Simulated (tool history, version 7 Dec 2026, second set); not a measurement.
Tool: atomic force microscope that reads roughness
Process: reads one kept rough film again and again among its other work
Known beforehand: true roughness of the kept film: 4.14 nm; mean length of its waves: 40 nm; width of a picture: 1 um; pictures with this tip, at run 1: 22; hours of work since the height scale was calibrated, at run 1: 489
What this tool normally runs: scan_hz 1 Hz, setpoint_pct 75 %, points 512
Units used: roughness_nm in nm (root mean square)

| run | hour | scan_hz | setpoint_pct | points | pictures with this tip | hours of work since the height scale was calibrated | roughness_nm |
|---|---|---|---|---|---|---|---|
| 1 | 0 | 1 | 75 | 512 | 22 | 489 | 3.694 |
| 2 | 31.8 | 1 | 75 | 512 | 69 | 504 | 3.453 |
|  | 48 | new tip fitted |
| 3 | 65.3 | 0.86 | 75 | 512 | 26 | 519 | 3.687 |
|  | 106.1 | new tip fitted |
| 4 | 113 | 0.86 | 75 | 512 | 10 | 541 | 3.741 |
| 5 | 159.3 | 0.65 | 75 | 512 | 79 | 563 | 3.445 |
|  | 165.6 | new tip fitted |
| 6 | 200.7 | 0.65 | 75 | 512 | 52 | 582 | 3.582 |
|  | 223.4 | new tip fitted |
| 7 | 237.8 | 0.65 | 75 | 512 | 21 | 599 | 3.755 |
|  | 281.8 | new tip fitted |
| 8 | 296.9 | 0.65 | 75 | 512 | 22 | 626 | 3.741 |
|  | 339.8 | new tip fitted |
| 9 | 352.6 | 0.65 | 75 | 491 | 19 | 652 | 3.771 |
|  | 397.2 | new tip fitted |
| 10 | 419.7 | 0.83 | 75 | 350 | 33 | 683 | 3.659 |
|  | 457.2 | new tip fitted |
| 11 | 480.5 | 0.83 | 75 | 350 | 35 | 711 | 3.637 |
|  | 516.5 | new tip fitted |
| 12 | 516.5 | 0.83 | 75 | 350 | 0 | 727 | 3.836 |
| 13 | 570.2 | 1.76 | 81 | 706 | 80 | 752 | 3.281 |
|  | 575.8 | new tip fitted |
|  | 634.6 | new tip fitted |
| 14 | 635.1 | 1.24 | 76 | 512 | 1 | 782 | 3.755 |
|  | 692.1 | new tip fitted |
| 15 | 692.1 | 0.68 | 76 | 352 | 0 | 808 | 3.823 |

Branching from run 15: 3 alternative next runs. What would each branch give?
| A | 744.3 | 0.68 | 62 | 352 | 77 | 832 | ? |
| B | 744.3 | 0.68 | 76 | 453 | 77 | 832 | ? |
| C | 744.3 | 2.09 | 58 | 939 | 77 | 832 | ? |

| run | roughness_nm |
|---|---|
| A | 3.514 |
| B | 3.457 |
| C | 3.443 |
What these runs would have given with no unlogged condition in the tool:
| run | roughness_nm |
|---|---|
| A | 3.916 |
| B | 3.852 |
| C | 3.836 |
